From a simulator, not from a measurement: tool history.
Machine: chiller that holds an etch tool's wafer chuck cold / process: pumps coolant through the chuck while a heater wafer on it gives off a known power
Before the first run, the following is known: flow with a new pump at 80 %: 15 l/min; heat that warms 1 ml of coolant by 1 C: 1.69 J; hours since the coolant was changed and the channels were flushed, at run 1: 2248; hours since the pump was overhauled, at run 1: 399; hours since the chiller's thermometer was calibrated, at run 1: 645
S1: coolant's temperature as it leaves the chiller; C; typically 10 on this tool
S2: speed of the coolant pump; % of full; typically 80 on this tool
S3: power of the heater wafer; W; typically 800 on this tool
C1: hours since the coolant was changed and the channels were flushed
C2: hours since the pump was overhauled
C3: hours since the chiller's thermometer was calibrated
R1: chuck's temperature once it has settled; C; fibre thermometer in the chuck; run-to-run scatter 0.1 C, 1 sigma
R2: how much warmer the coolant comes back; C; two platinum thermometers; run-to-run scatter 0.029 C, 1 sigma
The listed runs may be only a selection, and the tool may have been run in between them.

run 1 day=0 | S1=10 S2=80 S3=800 | C1=2248 C2=399 C3=645 | R1=17.5 R2=1.95
run 2 day=1.825 | S1=10 S2=80 S3=800 | C1=2292 C2=443 C3=689 | R1=17.5 R2=1.91
run 3 day=3.962 | S1=10 S2=91 S3=800 | C1=2343 C2=494 C3=740 | R1=16.7 R2=1.68
run 4 day=5.933 | S1=10 S2=77 S3=800 | C1=2390 C2=542 C3=788 | R1=17.6 R2=1.97
run 5 day=7.408 | S1=10 S2=80 S3=800 | C1=2426 C2=577 C3=823 | R1=17.7 R2=1.94
run 6 day=8.862 | S1=10 S2=92 S3=800 | C1=2460 C2=612 C3=858 | R1=16.6 R2=1.64
run 7 day=11.304 | S1=0 S2=92 S3=800 | C1=2519 C2=670 C3=917 | R1=6.6 R2=1.57
run 8 day=13.529 | S1=10 S2=66 S3=410 | C1=2572 C2=724 C3=970 | R1=14.6 R2=1.22
run 9 day=14.817 | S1=10 S2=98 S3=800 | C1=2603 C2=755 C3=1001 | R1=16.1 R2=1.51
run 10 day=16.512 | S1=10 S2=98 S3=800 | C1=2644 C2=795 C3=1042 | R1=16.2 R2=1.52
run 11 day=17.679 | S1=10 S2=98 S3=800 | C1=2672 C2=823 C3=1070 | R1=16.2 R2=1.51
run 12 day=19.962 | S1=16 S2=97 S3=513 | C1=2727 C2=878 C3=1124 | R1=19.9 R2=0.98
run 13 day=22.312 | S1=2 S2=64 S3=817 | C1=2783 C2=935 C3=1181 | R1=11.6 R2=2.5
run 14 day=23.742 | S1=2 S2=64 S3=817 | C1=2817 C2=969 C3=1215 | R1=11.5 R2=2.46

4 ways to go on from here, each from the tool as it stands after run 14. What would each give?
run A day=25.038 | S1=8 S2=64 S3=1038 | C1=2849 C2=1000 C3=1246 | R1=? R2=?
run B day=25.038 | S1=17 S2=71 S3=1163 | C1=2849 C2=1000 C3=1246 | R1=? R2=?
run C day=25.038 | S1=14 S2=64 S3=817 | C1=2849 C2=1000 C3=1246 | R1=? R2=?
run D day=25.038 | S1=4 S2=89 S3=817 | C1=2849 C2=1000 C3=1246 | R1=? R2=?

run=A R1=20.3 R2=3.18
run=B R1=29.3 R2=3.16
run=C R1=23.6 R2=2.5
run=D R1=10.9 R2=1.69
Had the tool no hidden state, the same runs would have come out as:
run=A R1=20.2 R2=3.18
run=B R1=29.3 R2=3.16
run=C R1=23.6 R2=2.5
run=D R1=10.9 R2=1.69
